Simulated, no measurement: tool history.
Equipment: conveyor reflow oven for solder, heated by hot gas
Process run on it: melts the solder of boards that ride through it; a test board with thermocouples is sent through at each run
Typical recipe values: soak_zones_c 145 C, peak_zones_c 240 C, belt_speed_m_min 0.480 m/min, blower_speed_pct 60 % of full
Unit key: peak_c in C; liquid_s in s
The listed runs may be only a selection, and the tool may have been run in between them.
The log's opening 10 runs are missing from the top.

run,hour,soak_zones_c,peak_zones_c,belt_speed_m_min,blower_speed_pct,hours of work since the flux was cleaned out,hours of work since the belt drive was overhauled,hours of work since the thermocouples were changed,peak_c,liquid_s
11,584.5,135,240,0.480,60,333,163,542,206.7,42.2
# hour 624.6: flux residue cleaned out of gas plates and filters
12,631.8,135,240,0.480,60,4,188,566,209.4,45.7
13,681.4,145,240,0.480,60,33,216,595,212.0,51.8
14,745.3,159,240,0.480,60,70,253,632,215.2,62.0
15,828.4,159,240,0.480,60,118,301,680,214.9,60.9
16,868.4,159,240,0.480,60,141,324,703,214.1,60.9
17,911.2,147,240,0.573,73,165,349,727,210.2,42.2
18,989.4,147,229,0.415,73,211,394,773,211.7,63.5
19,1033.8,151,240,0.480,80,236,420,798,217.8,61.2
20,1081.4,151,242,0.457,80,264,447,826,221.0,66.8
21,1140.9,151,254,0.434,80,298,482,860,232.9,78.1
22,1207.6,145,250,0.480,62,337,520,899,216.9,57.1
# hour 1238.4: flux residue cleaned out of gas plates and filters
23,1253.3,145,244,0.480,62,9,544,922,215.5,56.2
24,1307.3,145,244,0.480,62,40,575,953,215.5,56.0
25,1380.9,145,243,0.532,60,82,617,996,209.3,43.9
26,1458.3,145,243,0.532,60,127,662,1040,208.0,43.9
27,1535.4,145,243,0.532,60,171,707,1085,207.7,43.2
28,1594.9,145,240,0.402,60,206,741,1119,215.5,68.3
29,1628.8,145,240,0.402,60,225,761,1139,215.8,68.4
30,1664.2,145,240,0.402,60,246,781,1159,215.3,68.1
31,1737.0,145,240,0.556,60,288,823,1201,202.8,34.6

Predict each of these 3 candidate next runs independently; none follows another, all start after run 31:
# hour 1767.3: thermocouples of zones 6 and 7 changed
A,1820.2,145,234,0.480,66,335,870,30,?,?
# hour 1767.3: thermocouples of zones 6 and 7 changed
B,1820.2,145,254,0.426,57,335,870,30,?,?
# hour 1767.3: thermocouples of zones 6 and 7 changed
C,1820.2,145,240,0.454,60,335,870,30,?,?

run,peak_c,liquid_s
A,209.4,51.1
B,226.2,72.4
C,214.3,58.3
Had the tool no hidden state, the same runs would have come out as:
run,peak_c,liquid_s
A,211.9,53.2
B,228.5,73.0
C,216.5,59.9
